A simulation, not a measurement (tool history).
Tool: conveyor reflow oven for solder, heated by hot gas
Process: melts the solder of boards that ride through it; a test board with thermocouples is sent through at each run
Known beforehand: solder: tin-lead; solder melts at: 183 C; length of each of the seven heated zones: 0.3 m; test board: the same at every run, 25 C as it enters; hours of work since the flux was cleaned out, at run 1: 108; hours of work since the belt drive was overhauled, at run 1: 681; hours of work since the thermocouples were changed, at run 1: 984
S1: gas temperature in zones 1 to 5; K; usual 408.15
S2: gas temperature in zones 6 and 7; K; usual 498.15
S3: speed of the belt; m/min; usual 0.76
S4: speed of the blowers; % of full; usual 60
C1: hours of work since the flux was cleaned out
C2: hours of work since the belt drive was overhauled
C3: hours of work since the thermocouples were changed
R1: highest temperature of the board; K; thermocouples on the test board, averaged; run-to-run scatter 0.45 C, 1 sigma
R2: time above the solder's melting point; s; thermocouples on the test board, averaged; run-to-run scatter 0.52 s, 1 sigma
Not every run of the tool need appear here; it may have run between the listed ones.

run	day	S1	S2	S3	S4	C1	C2	C3	R1	R2
1	0	408.15	498.15	0.76	60	108	681	984	475.55	24.7
2	2.892	408.15	498.15	0.76	60	160	733	1036	475.05	24.5
# day 3.258: flux residue cleaned out of gas plates and filters
3	6.442	408.15	498.15	0.76	60	57	793	1096	475.95	25.2
4	8.279	408.15	498.15	0.76	67	90	826	1129	479.25	28.4
5	11.429	408.15	498.15	0.76	67	147	883	1186	478.25	26.3
# day 12.55: flux residue cleaned out of gas plates and filters
6	13.65	408.15	498.15	0.76	87	20	919	1222	485.55	33.9
7	15.754	408.15	488.15	0.76	87	58	957	1260	477.35	27.6
8	18.204	423.15	488.15	0.76	87	102	1001	1304	478.75	33.3
# day 20.592: thermocouples of zones 6 and 7 changed
9	20.633	408.15	498.15	0.76	60	144	1043	1	474.45	23.2
# day 22.008: flux residue cleaned out of gas plates and filters
10	22.783	408.15	498.15	0.76	60	14	1078	36	474.45	25.2
11	25.021	408.15	498.15	0.76	60	54	1119	76	475.25	23.8
12	27.158	408.15	498.15	0.76	60	93	1157	114	474.35	24.2
13	29.946	408.15	498.15	0.76	60	143	1207	164	474.45	24.3
# day 31.317: flux residue cleaned out of gas plates and filters
14	31.642	408.15	498.15	0.76	62	6	1234	191	475.15	26.7
15	33.775	408.15	498.15	0.76	62	44	1272	230	476.05	26.3
16	36.379	397.15	487.15	0.735	62	91	1319	276	466.05	14.9
17	39.892	422.15	504.15	0.639	60	154	1382	340	488.65	46.5
# day 40.354: belt drive overhauled, speed set with a stopwatch
# day 40.8: flux residue cleaned out of gas plates and filters
18	43.129	403.15	498.15	0.831	60	42	46	391	472.85	19.8
19	44.854	408.15	498.15	0.76	57	73	77	422	475.95	26.2
20	47.808	408.15	500.15	0.76	80	126	130	475	484.55	34.6
# day 50.108: flux residue cleaned out of gas plates and filters
21	51.542	421.15	498.15	0.711	54	26	194	539	480.65	36.2
# day 53.267: belt drive overhauled, speed set with a stopwatch, once more
22	54.588	396.15	511.15	0.66	70	78	24	590	491.75	38.2
23	56.612	408.15	498.15	0.871	78	114	60	627	475.55	20.7
24	58.467	408.15	505.15	0.871	63	147	94	660	474.85	20
# day 59.504: flux residue cleaned out of gas plates and filters
25	60.967	408.15	505.15	0.643	63	26	135	701	488.05	40
26	63.767	408.15	505.15	0.643	63	77	185	752	487.75	39.8
27	66.862	408.15	489.15	0.643	63	132	241	808	474.95	29.6
# day 68.775: flux residue cleaned out of gas plates and filters
28	69.262	417.15	486.15	0.76	60	9	280	847	469.45	19.6
29	71.138	409.15	486.15	0.76	60	42	314	881	466.95	15.9

Hidden state or all else? Some run-to-run changes of R1, split into what the settings, what came in and random variation would give without the hidden state, and what is left for the hidden state (with any gauge scatter that isn't in both results):
What the log doesn't record here: heat that the gas passes to the board, % of a clean oven's; belt's true speed, % of the reading; true gas temperature in zones 6 and 7 over the reading, C; drift of the gauge itself on peak_c, C; drift of the gauge itself on liquid_s, %.
Run 8 -> 9: S1 423.15 -> 408.15, S2 488.15 -> 498.15, S4 87 -> 60, thermocouples of zones 6 and 7 changed. R1 -4.3 K: hidden state -2.9, all else -1.4.
Run 16 -> 17: S1 397.15 -> 422.15, S2 487.15 -> 504.15, S3 0.735 -> 0.639, S4 62 -> 60. R1 +22.6 K: hidden state -0.1, all else +22.7.
Run 21 -> 22: S1 421.15 -> 396.15, S2 498.15 -> 511.15, S3 0.711 -> 0.66, S4 54 -> 70, belt drive overhauled, speed set with a stopwatch, once more. R1 +11.1 K: hidden state -2.9, all else +14.
Run 22 -> 23: S1 396.15 -> 408.15, S2 511.15 -> 498.15, S3 0.66 -> 0.871, S4 70 -> 78. R1 -16.2 K: hidden state -0.4, all else -15.8.
